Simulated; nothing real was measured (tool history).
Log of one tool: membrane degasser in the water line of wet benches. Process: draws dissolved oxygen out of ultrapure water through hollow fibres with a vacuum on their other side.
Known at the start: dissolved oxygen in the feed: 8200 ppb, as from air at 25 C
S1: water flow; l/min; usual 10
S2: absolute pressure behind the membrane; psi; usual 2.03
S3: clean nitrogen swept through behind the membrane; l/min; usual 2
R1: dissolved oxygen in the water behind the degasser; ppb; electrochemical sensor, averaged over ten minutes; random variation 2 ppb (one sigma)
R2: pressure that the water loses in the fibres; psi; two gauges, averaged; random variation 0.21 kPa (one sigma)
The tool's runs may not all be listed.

run	hour	S1	S2	S3	R1	R2
1	0	10	2.03	2	214.4	6.918
2	108	10	2.03	2	217.4	6.881
3	233.7	10	2.03	2	217.9	6.895
4	356.1	10	2.03	2	213.1	6.91
5	442.2	10	2.03	2	214.9	6.94
6	615.3	10	2.12	2	223.1	6.933
7	732.2	10	2.12	2	222.9	6.95
8	896.9	10	2.12	2	223.3	6.997
9	1043.7	10	2.03	3.04	171.8	6.902
10	1146.2	10	2.03	3.04	172.2	6.979
11	1233.3	10	2.03	3.04	174.9	6.934
12	1318.5	10	2.03	3.04	176.8	6.978
# hour 1474.2: seals of the vacuum lines changed
13	1478.3	10	2.03	3.04	170.9	6.971
# hour 1488.6: vacuum gauge calibrated
14	1558.1	16	2.03	2	457.9	11.162
15	1694.9	16	2.03	2	453.1	11.145
16	1821.9	16	2.03	2	457.9	11.223
17	1924.8	16	2.03	2	456.8	11.121
18	2061.4	9	2.32	4.83	120.7	6.279
19	2212.8	8	3.19	2	225.4	5.581
20	2361.7	8	3.19	2.85	174.5	5.603
21	2516.9	8	3.19	2.85	172.2	5.651
22	2625.1	13	2.03	1.28	419	9.121
23	2710.4	13	2.03	1.28	415.9	9.114
24	2812.7	12	2.03	1.47	341.6	8.403
25	2886.4	6	2.25	2.34	98	4.218
26	2985.5	11	4.55	0.93	815.4	7.775
27	3111.7	15	2.47	0.98	673.3	10.591
28	3275.7	9	2.03	1.06	280.4	6.298
29	3445.6	7	1.83	1.51	138.1	4.933

Run 30 comes next. What will it give?
30	3606.5	9	2.03	1	?	?

Run 30 gave R1 295.1 ppb, R2 6.403 psi.
Without the tool's hidden state the same run would have given R1 275.5 ppb, R2 6.155 psi.
